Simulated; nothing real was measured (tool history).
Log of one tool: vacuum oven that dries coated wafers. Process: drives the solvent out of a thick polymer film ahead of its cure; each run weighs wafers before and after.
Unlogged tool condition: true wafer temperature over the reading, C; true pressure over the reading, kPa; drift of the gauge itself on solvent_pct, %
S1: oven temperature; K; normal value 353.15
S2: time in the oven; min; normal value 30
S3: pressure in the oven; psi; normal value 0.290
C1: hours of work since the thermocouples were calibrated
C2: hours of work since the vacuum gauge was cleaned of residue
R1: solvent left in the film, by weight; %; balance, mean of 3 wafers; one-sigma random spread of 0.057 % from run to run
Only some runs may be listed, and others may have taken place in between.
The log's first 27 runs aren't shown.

run 28 hour=1008.7 | S1=339.15 S2=30 S3=0.205 | C1=392 C2=2096 | R1=8.39
run 29 hour=1053.2 | S1=346.15 S2=38 S3=0.876 | C1=424 C2=2128 | R1=5.99
run 30 hour=1079.0 | S1=364.15 S2=27 S3=0.290 | C1=443 C2=2147 | R1=0.77
run 31 hour=1126.9 | S1=353.15 S2=16 S3=0.203 | C1=478 C2=2181 | R1=5.89
run 32 hour=1158.0 | S1=353.15 S2=16 S3=0.203 | C1=500 C2=2204 | R1=6.00
run 33 hour=1197.9 | S1=344.15 S2=33 S3=0.297 | C1=529 C2=2233 | R1=5.88
run 34 hour=1234.2 | S1=344.15 S2=33 S3=0.297 | C1=555 C2=2259 | R1=5.88
run 35 hour=1267.0 | S1=348.15 S2=17 S3=0.843 | C1=579 C2=2282 | R1=9.19
run 36 hour=1303.9 | S1=353.15 S2=47 S3=0.242 | C1=605 C2=2309 | R1=1.22
run 37 hour=1329.1 | S1=350.15 S2=42 S3=0.191 | C1=623 C2=2327 | R1=2.11
run 38 hour=1377.2 | S1=362.15 S2=18 S3=0.290 | C1=658 C2=2362 | R1=2.30
run 39 hour=1403.3 | S1=362.15 S2=30 S3=0.586 | C1=677 C2=2381 | R1=1.60
run 40 hour=1427.1 | S1=340.15 S2=30 S3=0.226 | C1=694 C2=2398 | R1=7.92
run 41 hour=1452.7 | S1=353.15 S2=44 S3=0.242 | C1=713 C2=2416 | R1=1.48
run 42 hour=1479.2 | S1=366.15 S2=44 S3=0.307 | C1=732 C2=2435 | R1=0.52
run 43 hour=1519.6 | S1=344.15 S2=35 S3=0.307 | C1=761 C2=2465 | R1=5.62
run 44 hour=1548.8 | S1=342.15 S2=50 S3=0.290 | C1=782 C2=2486 | R1=4.44
run 45 hour=1581.9 | S1=342.15 S2=50 S3=0.290 | C1=806 C2=2509 | R1=4.51
-- hour=1590.2 oven's thermocouples calibrated
run 46 hour=1620.6 | S1=342.15 S2=50 S3=0.290 | C1=22 C2=2536 | R1=4.36

Consider 3 possible next runs. They are alternatives, not a sequence: every one starts from the tool as it was left by run 46. What does each give?
run A hour=1667.0 | S1=353.15 S2=30 S3=0.245 | C1=55 C2=2569 | R1=?
run B hour=1667.0 | S1=353.15 S2=19 S3=0.331 | C1=55 C2=2569 | R1=?
run C hour=1667.0 | S1=353.15 S2=30 S3=0.181 | C1=55 C2=2569 | R1=?

run=A R1=2.64
run=B R1=5.31
run=C R1=2.57
With no hidden state in the tool, these same runs would have given:
run=A R1=2.63
run=B R1=5.29
run=C R1=2.55
